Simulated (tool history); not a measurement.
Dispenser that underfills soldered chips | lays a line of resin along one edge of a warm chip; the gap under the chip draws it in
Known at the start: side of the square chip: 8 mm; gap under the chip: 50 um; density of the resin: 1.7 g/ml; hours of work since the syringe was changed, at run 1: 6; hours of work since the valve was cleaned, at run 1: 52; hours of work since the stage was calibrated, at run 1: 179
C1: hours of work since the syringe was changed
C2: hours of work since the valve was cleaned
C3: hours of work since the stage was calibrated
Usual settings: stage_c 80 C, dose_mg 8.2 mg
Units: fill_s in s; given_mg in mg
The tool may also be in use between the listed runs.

Run 1, hour 0: usual settings; C1 6; C2 52; C3 179. Result: fill_s 57.8 s, given_mg 7.88 mg.
Run 2, hour 2.9: usual settings; C1 8; C2 55; C3 181. Result: fill_s 67.4 s, given_mg 7.88 mg.
At hour 4.6: new syringe of resin.
Run 3, hour 8.6: usual settings; C1 3; C2 59; C3 185. Result: fill_s 48.1 s, given_mg 7.87 mg.
Run 4, hour 14.7: usual settings but stage_c 68 C; C1 8; C2 63; C3 190. Result: fill_s 104.5 s, given_mg 7.81 mg.
At hour 16.9: new syringe of resin.
Run 5, hour 20.4: usual settings but stage_c 75 C; C1 3; C2 67; C3 194. Result: fill_s 55.3 s, given_mg 7.85 mg.
Run 6, hour 27.3: usual settings but stage_c 75 C; C1 8; C2 72; C3 199. Result: fill_s 78.6 s, given_mg 7.8 mg.
At hour 29.3: new syringe of resin.
Run 7, hour 31.7: usual settings but stage_c 75 C; C1 2; C2 75; C3 202. Result: fill_s 52.6 s, given_mg 7.79 mg.
Run 8, hour 35.7: usual settings; C1 5; C2 78; C3 205. Result: fill_s 53.9 s, given_mg 7.73 mg.
Run 9, hour 39.5: usual settings; C1 8; C2 81; C3 208. Result: fill_s 65.6 s, given_mg 7.83 mg.
At hour 41.4: new syringe of resin.
Run 10, hour 46.6: usual settings; C1 4; C2 86; C3 213. Result: fill_s 50.5 s, given_mg 7.75 mg.
Run 11, hour 50.3: usual settings; C1 7; C2 89; C3 216. Result: fill_s 62.9 s, given_mg 7.74 mg.
At hour 53.8: new syringe of resin.
Run 12, hour 55.3: usual settings but stage_c 87 C, dose_mg 7.55 mg; C1 1; C2 93; C3 219. Result: fill_s 33.6 s, given_mg 7.06 mg.
Run 13, hour 59: usual settings but stage_c 66 C, dose_mg 7.53 mg; C1 4; C2 95; C3 222. Result: fill_s 88.9 s, given_mg 7.1 mg.
Run 14, hour 64: usual settings but stage_c 66 C, dose_mg 7.53 mg; C1 8; C2 99; C3 226. Result: fill_s 118.6 s, given_mg 7.06 mg.
At hour 66.3: new syringe of resin.
At hour 70.4: dispensing valve cleaned and set on the balance.
Run 15, hour 71.3: usual settings but stage_c 94 C, dose_mg 10.1 mg; C1 3; C2 1; C3 230. Result: fill_s 28.6 s, given_mg 10.08 mg.
Run 16, hour 78.3: usual settings but stage_c 66 C, dose_mg 9.04 mg; C1 8; C2 6; C3 235. Result: fill_s 118.8 s, given_mg 9.01 mg.
At hour 79.8: new syringe of resin.
Run 17, hour 83.5: usual settings but stage_c 66 C, dose_mg 9.04 mg; C1 3; C2 10; C3 239. Result: fill_s 78.5 s, given_mg 9.03 mg.

Hidden state or all else? Some run-to-run changes of fill_s, split into what the settings, what came in and random variation would give without the hidden state, and what is left for the hidden state (with any gauge scatter that isn't in both results):
The hidden state here: resin's viscosity, % of fresh resin's; dose that the valve gives, % of what is set; true chip temperature over the reading, C; drift of the gauge itself on fill_s, %; drift of the gauge itself on given_mg, %.
Run 15 -> 16: stage_c 94 -> 66, dose_mg 10.1 -> 9.04. fill_s +90.2 s: hidden state +47.7, all else +42.5.

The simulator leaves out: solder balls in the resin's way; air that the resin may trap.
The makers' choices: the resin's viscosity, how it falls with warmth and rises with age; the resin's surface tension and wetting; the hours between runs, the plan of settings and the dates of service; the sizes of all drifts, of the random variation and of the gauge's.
